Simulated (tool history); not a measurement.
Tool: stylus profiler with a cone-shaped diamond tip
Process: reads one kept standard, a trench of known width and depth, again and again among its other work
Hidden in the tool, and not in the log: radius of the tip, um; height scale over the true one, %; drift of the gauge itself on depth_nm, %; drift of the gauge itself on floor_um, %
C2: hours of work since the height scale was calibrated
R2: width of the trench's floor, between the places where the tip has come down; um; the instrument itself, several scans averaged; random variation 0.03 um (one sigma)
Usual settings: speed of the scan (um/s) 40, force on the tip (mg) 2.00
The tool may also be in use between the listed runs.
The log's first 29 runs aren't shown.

{"run": 30, "hour": 528.3, "speed of the scan (um/s)": 78, "force on the tip (mg)": 2.41, "scans with this tip": 8423, "C2": 686, "depth of the trench (nm)": 504.0, "R2": 26.69}
{"run": 31, "hour": 545.3, "speed of the scan (um/s)": 78, "force on the tip (mg)": 4.52, "scans with this tip": 8517, "C2": 694, "depth of the trench (nm)": 506.6, "R2": 26.78}
{"run": 32, "hour": 557.0, "speed of the scan (um/s)": 15, "force on the tip (mg)": 2.41, "scans with this tip": 8582, "C2": 699, "depth of the trench (nm)": 504.15, "R2": 26.94}
{"run": 33, "hour": 574.3, "speed of the scan (um/s)": 80, "force on the tip (mg)": 0.98, "scans with this tip": 8679, "C2": 707, "depth of the trench (nm)": 502.15, "R2": 26.45}
{"run": 34, "hour": 595.0, "speed of the scan (um/s)": 119, "force on the tip (mg)": 0.78, "scans with this tip": 8794, "C2": 716, "depth of the trench (nm)": 502.13, "R2": 26.12}
{"run": 35, "hour": 610.9, "speed of the scan (um/s)": 119, "force on the tip (mg)": 0.78, "scans with this tip": 8883, "C2": 723, "depth of the trench (nm)": 502.09, "R2": 26.08}
{"run": 36, "hour": 630.5, "speed of the scan (um/s)": 119, "force on the tip (mg)": 0.78, "scans with this tip": 8991, "C2": 732, "depth of the trench (nm)": 501.96, "R2": 26.06}
{"run": 37, "hour": 649.4, "speed of the scan (um/s)": 130, "force on the tip (mg)": 2.0, "scans with this tip": 9097, "C2": 741, "depth of the trench (nm)": 503.63, "R2": 26.38}
{"run": 38, "hour": 671.1, "speed of the scan (um/s)": 130, "force on the tip (mg)": 2.0, "scans with this tip": 9217, "C2": 751, "depth of the trench (nm)": 503.78, "R2": 26.38}
{"run": 39, "hour": 683.1, "speed of the scan (um/s)": 26, "force on the tip (mg)": 0.69, "scans with this tip": 9284, "C2": 756, "depth of the trench (nm)": 501.92, "R2": 26.72}
{"run": 40, "hour": 695.0, "speed of the scan (um/s)": 26, "force on the tip (mg)": 0.69, "scans with this tip": 9350, "C2": 762, "depth of the trench (nm)": 501.82, "R2": 26.79}
{"run": 41, "hour": 720.0, "speed of the scan (um/s)": 26, "force on the tip (mg)": 0.69, "scans with this tip": 9490, "C2": 773, "depth of the trench (nm)": 501.92, "R2": 26.74}
{"run": 42, "hour": 737.2, "speed of the scan (um/s)": 26, "force on the tip (mg)": 0.69, "scans with this tip": 9585, "C2": 781, "depth of the trench (nm)": 501.85, "R2": 26.8}
{"run": 43, "hour": 753.3, "speed of the scan (um/s)": 26, "force on the tip (mg)": 0.69, "scans with this tip": 9675, "C2": 788, "depth of the trench (nm)": 501.81, "R2": 26.76}
{"run": 44, "hour": 777.7, "speed of the scan (um/s)": 27, "force on the tip (mg)": 2.16, "scans with this tip": 9811, "C2": 799, "depth of the trench (nm)": 503.91, "R2": 26.86}
{"run": 45, "hour": 796.1, "speed of the scan (um/s)": 40, "force on the tip (mg)": 4.7, "scans with this tip": 9913, "C2": 807, "depth of the trench (nm)": 506.75, "R2": 26.84}
{"run": 46, "hour": 810.2, "speed of the scan (um/s)": 34, "force on the tip (mg)": 0.72, "scans with this tip": 9992, "C2": 814, "depth of the trench (nm)": 501.98, "R2": 26.78}
{"run": 47, "hour": 824.8, "speed of the scan (um/s)": 135, "force on the tip (mg)": 2.86, "scans with this tip": 10073, "C2": 820, "depth of the trench (nm)": 504.81, "R2": 26.49}

Forecast each of these 4 alternatives for the next run:
{"run": "A", "hour": 845.0, "speed of the scan (um/s)": 65, "force on the tip (mg)": 2.74, "scans with this tip": 10186, "C2": 830, "depth of the trench (nm)": "?", "R2": "?"}
{"run": "B", "hour": 845.0, "speed of the scan (um/s)": 39, "force on the tip (mg)": 0.74, "scans with this tip": 10186, "C2": 830, "depth of the trench (nm)": "?", "R2": "?"}
{"run": "C", "hour": 845.0, "speed of the scan (um/s)": 12, "force on the tip (mg)": 2.86, "scans with this tip": 10186, "C2": 830, "depth of the trench (nm)": "?", "R2": "?"}
{"run": "D", "hour": 845.0, "speed of the scan (um/s)": 78, "force on the tip (mg)": 5.07, "scans with this tip": 10186, "C2": 830, "depth of the trench (nm)": "?", "R2": "?"}

run=A depth_of_the_trench_(nm)=504.75 R2=26.72
run=B depth_of_the_trench_(nm)=501.61 R2=26.69
run=C depth_of_the_trench_(nm)=504.57 R2=26.96
run=D depth_of_the_trench_(nm)=506.94 R2=26.75
Without the tool's hidden state the same runs would have given:
run=A depth_of_the_trench_(nm)=504.77 R2=26.73
run=B depth_of_the_trench_(nm)=501.63 R2=26.69
run=C depth_of_the_trench_(nm)=504.59 R2=26.96
run=D depth_of_the_trench_(nm)=506.96 R2=26.75

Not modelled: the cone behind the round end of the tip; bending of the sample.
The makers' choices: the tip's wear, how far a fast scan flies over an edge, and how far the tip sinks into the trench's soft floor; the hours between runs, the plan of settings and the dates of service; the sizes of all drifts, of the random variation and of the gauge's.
